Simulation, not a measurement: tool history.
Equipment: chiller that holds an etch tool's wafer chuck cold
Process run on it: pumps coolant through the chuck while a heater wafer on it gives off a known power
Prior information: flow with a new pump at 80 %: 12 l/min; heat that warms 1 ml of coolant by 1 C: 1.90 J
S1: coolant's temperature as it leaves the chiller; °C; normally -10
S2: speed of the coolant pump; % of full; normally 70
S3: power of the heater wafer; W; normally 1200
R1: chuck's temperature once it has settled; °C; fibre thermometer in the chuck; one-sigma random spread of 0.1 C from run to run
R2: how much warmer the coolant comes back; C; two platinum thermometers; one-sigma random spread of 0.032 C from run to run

run 1 hour=0.0 | S1=-10 S2=70 S3=1200 | R1=4.4 R2=3.78
run 2 hour=57.8 | S1=-10 S2=70 S3=1200 | R1=4.3 R2=3.73
run 3 hour=105.6 | S1=-10 S2=69 S3=1200 | R1=4.4 R2=3.87
run 4 hour=173.2 | S1=-11 S2=69 S3=1200 | R1=3.8 R2=3.90
run 5 hour=250.4 | S1=-10 S2=70 S3=1200 | R1=4.5 R2=3.83
run 6 hour=351.5 | S1=-10 S2=70 S3=1200 | R1=4.4 R2=3.83
-- hour=447.6 chiller's thermometer calibrated
run 7 hour=448.9 | S1=-10 S2=70 S3=901 | R1=1.0 R2=2.93
run 8 hour=529.5 | S1=-10 S2=70 S3=901 | R1=1.2 R2=2.85
run 9 hour=620.3 | S1=-18 S2=75 S3=851 | R1=-7.9 R2=2.46
run 10 hour=685.7 | S1=-18 S2=75 S3=851 | R1=-8.1 R2=2.55
run 11 hour=751.2 | S1=-18 S2=68 S3=1063 | R1=-4.0 R2=3.57
run 12 hour=848.6 | S1=-18 S2=68 S3=1063 | R1=-4.3 R2=3.60
run 13 hour=920.9 | S1=-6 S2=68 S3=1063 | R1=7.9 R2=3.62
run 14 hour=981.5 | S1=-10 S2=70 S3=708 | R1=-1.0 R2=2.29
run 15 hour=1078.6 | S1=-10 S2=70 S3=708 | R1=-0.8 R2=2.27
run 16 hour=1179.3 | S1=-16 S2=70 S3=1559 | R1=4.1 R2=5.07

Consider 5 possible next runs. They are alternatives, not a sequence: every one starts from the tool as it was left by run 16. What does each give?
run A hour=1247.8 | S1=-8 S2=86 S3=716 | R1=? R2=?
run B hour=1247.8 | S1=-1 S2=70 S3=1559 | R1=? R2=?
run C hour=1247.8 | S1=-10 S2=70 S3=1154 | R1=? R2=?
run D hour=1247.8 | S1=-16 S2=76 S3=1559 | R1=? R2=?
run E hour=1247.8 | S1=-1 S2=95 S3=1293 | R1=? R2=?

run=A R1=-0.4 R2=1.87
run=B R1=19.2 R2=5.06
run=C R1=5.0 R2=3.77
run=D R1=2.3 R2=4.67
run=E R1=11.2 R2=3.01
Take away the tool's hidden state, keep each run's random variation, and the runs would have read:
run=A R1=-1.9 R2=1.76
run=B R1=15.5 R2=4.75
run=C R1=2.2 R2=3.54
run=D R1=-1.1 R2=4.39
run=E R1=8.9 R2=2.83
